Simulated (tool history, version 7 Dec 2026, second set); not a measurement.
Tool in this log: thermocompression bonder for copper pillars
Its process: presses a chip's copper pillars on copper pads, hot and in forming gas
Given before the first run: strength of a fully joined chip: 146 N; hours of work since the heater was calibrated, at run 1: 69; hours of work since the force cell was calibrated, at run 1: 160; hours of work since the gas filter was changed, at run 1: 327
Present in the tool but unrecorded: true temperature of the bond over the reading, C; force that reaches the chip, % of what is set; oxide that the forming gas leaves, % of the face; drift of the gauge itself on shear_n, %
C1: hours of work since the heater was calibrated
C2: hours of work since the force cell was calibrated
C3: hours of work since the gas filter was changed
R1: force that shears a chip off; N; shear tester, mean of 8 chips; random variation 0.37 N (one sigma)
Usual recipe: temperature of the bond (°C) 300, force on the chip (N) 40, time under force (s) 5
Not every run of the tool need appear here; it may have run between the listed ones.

run 1 day=0.000 | temperature_of_the_bond_(°C)=300 force_on_the_chip_(N)=40 time_under_force_(s)=5 | C1=69 C2=160 C3=327 | R1=83.8
run 2 day=0.288 | temperature_of_the_bond_(°C)=300 force_on_the_chip_(N)=40 time_under_force_(s)=5 | C1=73 C2=164 C3=331 | R1=83.1
run 3 day=0.488 | temperature_of_the_bond_(°C)=300 force_on_the_chip_(N)=31 time_under_force_(s)=5 | C1=75 C2=167 C3=333 | R1=66.1
run 4 day=0.804 | temperature_of_the_bond_(°C)=300 force_on_the_chip_(N)=31 time_under_force_(s)=5 | C1=79 C2=171 C3=337 | R1=66.4
run 5 day=1.083 | temperature_of_the_bond_(°C)=300 force_on_the_chip_(N)=31 time_under_force_(s)=5 | C1=83 C2=174 C3=341 | R1=66.5
run 6 day=1.467 | temperature_of_the_bond_(°C)=300 force_on_the_chip_(N)=40 time_under_force_(s)=5 | C1=88 C2=179 C3=346 | R1=82.9
run 7 day=1.812 | temperature_of_the_bond_(°C)=300 force_on_the_chip_(N)=40 time_under_force_(s)=5 | C1=92 C2=183 C3=350 | R1=82.6
run 8 day=2.071 | temperature_of_the_bond_(°C)=300 force_on_the_chip_(N)=40 time_under_force_(s)=11 | C1=95 C2=187 C3=353 | R1=102.7
run 9 day=2.454 | temperature_of_the_bond_(°C)=300 force_on_the_chip_(N)=40 time_under_force_(s)=5 | C1=100 C2=191 C3=358 | R1=82.2
run 10 day=2.796 | temperature_of_the_bond_(°C)=293 force_on_the_chip_(N)=39 time_under_force_(s)=5 | C1=104 C2=196 C3=362 | R1=74.1
run 11 day=3.150 | temperature_of_the_bond_(°C)=286 force_on_the_chip_(N)=51 time_under_force_(s)=7 | C1=109 C2=200 C3=367 | R1=93.4
run 12 day=3.367 | temperature_of_the_bond_(°C)=323 force_on_the_chip_(N)=57 time_under_force_(s)=9 | C1=111 C2=203 C3=369 | R1=135.2
run 13 day=3.608 | temperature_of_the_bond_(°C)=323 force_on_the_chip_(N)=57 time_under_force_(s)=9 | C1=114 C2=206 C3=373 | R1=134.3
run 14 day=3.788 | temperature_of_the_bond_(°C)=321 force_on_the_chip_(N)=45 time_under_force_(s)=5 | C1=117 C2=208 C3=375 | R1=110.3
run 15 day=3.992 | temperature_of_the_bond_(°C)=287 force_on_the_chip_(N)=26 time_under_force_(s)=5 | C1=119 C2=211 C3=377 | R1=44.8
run 16 day=4.233 | temperature_of_the_bond_(°C)=319 force_on_the_chip_(N)=40 time_under_force_(s)=5 | C1=122 C2=214 C3=380 | R1=100.8
run 17 day=4.454 | temperature_of_the_bond_(°C)=295 force_on_the_chip_(N)=48 time_under_force_(s)=7 | C1=125 C2=216 C3=383 | R1=98.1
run 18 day=4.700 | temperature_of_the_bond_(°C)=311 force_on_the_chip_(N)=40 time_under_force_(s)=11 | C1=128 C2=220 C3=386 | R1=112.9

What if the next run were any one of these 4? Each begins from the tool's condition after run 18:
run A day=4.938 | temperature_of_the_bond_(°C)=275 force_on_the_chip_(N)=41 time_under_force_(s)=10 | C1=131 C2=223 C3=389 | R1=?
run B day=4.938 | temperature_of_the_bond_(°C)=311 force_on_the_chip_(N)=40 time_under_force_(s)=9 | C1=131 C2=223 C3=389 | R1=?
run C day=4.938 | temperature_of_the_bond_(°C)=316 force_on_the_chip_(N)=46 time_under_force_(s)=9 | C1=131 C2=223 C3=389 | R1=?
run D day=4.938 | temperature_of_the_bond_(°C)=272 force_on_the_chip_(N)=35 time_under_force_(s)=10 | C1=131 C2=223 C3=389 | R1=?

run=A R1=75.6
run=B R1=107.3
run=C R1=120.3
run=D R1=62.4
What these runs would have given with no unlogged condition in the tool:
run=A R1=76.9
run=B R1=109.2
run=C R1=122.5
run=D R1=63.5

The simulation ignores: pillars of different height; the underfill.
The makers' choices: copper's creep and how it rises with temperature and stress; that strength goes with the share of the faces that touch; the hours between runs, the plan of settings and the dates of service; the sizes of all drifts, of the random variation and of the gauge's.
